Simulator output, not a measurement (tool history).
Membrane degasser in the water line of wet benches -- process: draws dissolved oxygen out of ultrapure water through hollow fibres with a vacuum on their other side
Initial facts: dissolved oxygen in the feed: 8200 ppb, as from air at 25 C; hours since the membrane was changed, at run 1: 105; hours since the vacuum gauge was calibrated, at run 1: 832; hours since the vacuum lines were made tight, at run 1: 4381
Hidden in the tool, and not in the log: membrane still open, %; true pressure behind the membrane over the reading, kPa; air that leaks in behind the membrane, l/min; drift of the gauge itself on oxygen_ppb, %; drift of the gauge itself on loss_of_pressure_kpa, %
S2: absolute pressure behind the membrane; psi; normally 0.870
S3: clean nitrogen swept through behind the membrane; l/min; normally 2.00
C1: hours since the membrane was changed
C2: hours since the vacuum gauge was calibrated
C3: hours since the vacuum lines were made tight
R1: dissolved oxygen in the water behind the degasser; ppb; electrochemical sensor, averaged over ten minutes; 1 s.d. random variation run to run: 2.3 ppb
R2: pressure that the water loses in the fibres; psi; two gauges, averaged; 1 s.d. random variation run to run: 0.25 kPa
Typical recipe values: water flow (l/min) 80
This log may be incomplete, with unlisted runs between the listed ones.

Run 1, day 0.000: usual settings; C1 105; C2 832; C3 4381. Result: R1 223.8 ppb, R2 9.320 psi.
Run 2, day 2.421: usual settings; C1 164; C2 890; C3 4440. Result: R1 223.6 ppb, R2 9.309 psi.
Run 3, day 4.704: usual settings; C1 218; C2 944; C3 4494. Result: R1 224.3 ppb, R2 9.384 psi.
Run 4, day 6.433: usual settings; C1 260; C2 986; C3 4536. Result: R1 225.9 ppb, R2 9.375 psi.
Run 5, day 8.058: usual settings; C1 299; C2 1025; C3 4575. Result: R1 222.3 ppb, R2 9.382 psi.
Run 6, day 10.296: usual settings; C1 352; C2 1079; C3 4629. Result: R1 223.1 ppb, R2 9.371 psi.
Run 7, day 11.646: usual settings; C1 385; C2 1111; C3 4661. Result: R1 226.7 ppb, R2 9.420 psi.
Run 8, day 14.038: usual settings; C1 442; C2 1168; C3 4718. Result: R1 227.7 ppb, R2 9.396 psi.
Run 9, day 15.721: usual settings; C1 483; C2 1209; C3 4759. Result: R1 223.5 ppb, R2 9.367 psi.
Run 10, day 17.446: usual settings; C1 524; C2 1250; C3 4800. Result: R1 228.6 ppb, R2 9.478 psi.
Run 11, day 19.179: usual settings but water flow (l/min) 77; C1 566; C2 1292; C3 4842. Result: R1 218.2 ppb, R2 9.037 psi.
Run 12, day 21.262: usual settings but water flow (l/min) 77; C1 616; C2 1342; C3 4892. Result: R1 223.2 ppb, R2 9.091 psi.
Run 13, day 23.342: usual settings but water flow (l/min) 77; C1 666; C2 1392; C3 4942. Result: R1 223.9 ppb, R2 9.082 psi.
Run 14, day 25.596: usual settings but water flow (l/min) 94, S2 0.876 psi, S3 2.62 l/min; C1 720; C2 1446; C3 4996. Result: R1 214.0 ppb, R2 11.098 psi.
Run 15, day 27.196: usual settings but water flow (l/min) 49, S2 0.608 psi, S3 3.23 l/min; C1 758; C2 1484; C3 5034. Result: R1 36.6 ppb, R2 5.809 psi.
Run 16, day 29.425: usual settings but water flow (l/min) 49, S2 0.608 psi, S3 3.23 l/min; C1 812; C2 1538; C3 5088. Result: R1 37.2 ppb, R2 5.751 psi.
Run 17, day 31.158: usual settings but S3 2.81 l/min; C1 853; C2 1579; C3 5129. Result: R1 177.0 ppb, R2 9.388 psi.
Run 18, day 32.862: usual settings but S3 2.81 l/min; C1 894; C2 1620; C3 5170. Result: R1 175.9 ppb, R2 9.369 psi.
At day 33.067: vacuum gauge calibrated.
Run 19, day 34.517: usual settings but water flow (l/min) 105, S3 3.03 l/min; C1 933; C2 35; C3 5209. Result: R1 205.8 ppb, R2 12.412 psi.
Run 20, day 35.642: usual settings but water flow (l/min) 69, S2 2.006 psi, S3 4.84 l/min; C1 960; C2 62; C3 5236. Result: R1 338.0 ppb, R2 8.155 psi.
Run 21, day 37.992: usual settings but water flow (l/min) 69, S2 2.006 psi, S3 5.25 l/min; C1 1017; C2 118; C3 5293. Result: R1 314.6 ppb, R2 8.164 psi.
Run 22, day 40.096: usual settings but water flow (l/min) 69, S2 2.006 psi, S3 5.25 l/min; C1 1067; C2 169; C3 5343. Result: R1 328.6 ppb, R2 8.140 psi.
Run 23, day 42.408: usual settings but water flow (l/min) 69, S2 2.006 psi, S3 5.25 l/min; C1 1123; C2 224; C3 5399. Result: R1 316.5 ppb, R2 8.170 psi.
Run 24, day 43.417: usual settings but S2 1.788 psi; C1 1147; C2 248; C3 5423. Result: R1 681.4 ppb, R2 9.456 psi.
Run 25, day 44.529: usual settings but S2 1.788 psi; C1 1174; C2 275; C3 5450. Result: R1 699.4 ppb, R2 9.455 psi.
At day 45.062: vacuum gauge calibrated, once more.
Run 26, day 45.579: usual settings but water flow (l/min) 56, S2 1.788 psi, S3 3.16 l/min; C1 1198; C2 12; C3 5474. Result: R1 350.1 ppb, R2 6.627 psi.

Predict each of these 5 candidate next runs independently; none follows another, all start after run 26:
Run A, day 46.696: usual settings but water flow (l/min) 95, S2 1.490 psi; C1 1225; C2 39; C3 5501. Result: R1 ?, R2 ?.
Run B, day 46.696: usual settings but water flow (l/min) 118, S2 1.788 psi, S3 3.06 l/min; C1 1225; C2 39; C3 5501. Result: R1 ?, R2 ?.
Run C, day 46.696: usual settings but water flow (l/min) 108, S2 1.192 psi, S3 1.14 l/min; C1 1225; C2 39; C3 5501. Result: R1 ?, R2 ?.
Run D, day 46.696: usual settings but water flow (l/min) 109, S2 0.580 psi, S3 1.46 l/min; C1 1225; C2 39; C3 5501. Result: R1 ?, R2 ?.
Run E, day 46.696: usual settings but S2 1.948 psi, S3 2.81 l/min; C1 1225; C2 39; C3 5501. Result: R1 ?, R2 ?.

run     R1      R2
  A  613.3  11.229
  B  673.4  13.963
  C  718.5  12.792
  D  112.1  12.876
  E  586.8   9.477
With no hidden state in the tool, these same runs would have given:
run     R1      R2
  A  612.8  11.136
  B  672.3  13.847
  C  719.2  12.685
  D  111.4  12.768
  E  585.7   9.397
